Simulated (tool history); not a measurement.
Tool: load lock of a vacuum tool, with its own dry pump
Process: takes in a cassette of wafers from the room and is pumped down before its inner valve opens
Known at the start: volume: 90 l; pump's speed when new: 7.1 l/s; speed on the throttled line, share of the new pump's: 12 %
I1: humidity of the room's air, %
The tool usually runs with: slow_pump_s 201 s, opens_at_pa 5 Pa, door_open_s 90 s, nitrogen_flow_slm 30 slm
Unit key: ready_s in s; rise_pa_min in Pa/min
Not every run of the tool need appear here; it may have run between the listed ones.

Run 1, hour 0: usual settings; I1 43.7. Result: ready_s 306.2 s, rise_pa_min 0.205 Pa/min.
Run 2, hour 324.1: usual settings but slow_pump_s 193 s; I1 45.7. Result: ready_s 299.5 s, rise_pa_min 0.217 Pa/min.
Run 3, hour 895.4: usual settings but slow_pump_s 178 s; I1 48. Result: ready_s 283.9 s, rise_pa_min 0.239 Pa/min.
Run 4, hour 1439.9: usual settings; I1 52. Result: ready_s 308.1 s, rise_pa_min 0.252 Pa/min.
Run 5, hour 1899.5: usual settings but nitrogen_flow_slm 6 slm; I1 43.8. Result: ready_s 308.5 s, rise_pa_min 0.276 Pa/min.
Run 6, hour 2312.1: usual settings; I1 41.8. Result: ready_s 310.2 s, rise_pa_min 0.275 Pa/min.
Run 7, hour 2566.3: usual settings; I1 46.9. Result: ready_s 308.6 s, rise_pa_min 0.286 Pa/min.
Run 8, hour 2932.6: usual settings; I1 45.9. Result: ready_s 311 s, rise_pa_min 0.301 Pa/min.
Run 9, hour 3247: usual settings; I1 47.4. Result: ready_s 309.3 s, rise_pa_min 0.309 Pa/min.

What will run 10 give?
At hour 3371.4: door's seal changed, seat wiped.
Run 10, hour 3778.1: usual settings but door_open_s 31 s, nitrogen_flow_slm 32 slm; I1 45.3. Result: ready_s ?, rise_pa_min ?.

ready_s: 313.1 s
rise_pa_min: 0.01 Pa/min
With no hidden state in the tool, this same run would have given ready_s 307.9 s, rise_pa_min 0.007 Pa/min.

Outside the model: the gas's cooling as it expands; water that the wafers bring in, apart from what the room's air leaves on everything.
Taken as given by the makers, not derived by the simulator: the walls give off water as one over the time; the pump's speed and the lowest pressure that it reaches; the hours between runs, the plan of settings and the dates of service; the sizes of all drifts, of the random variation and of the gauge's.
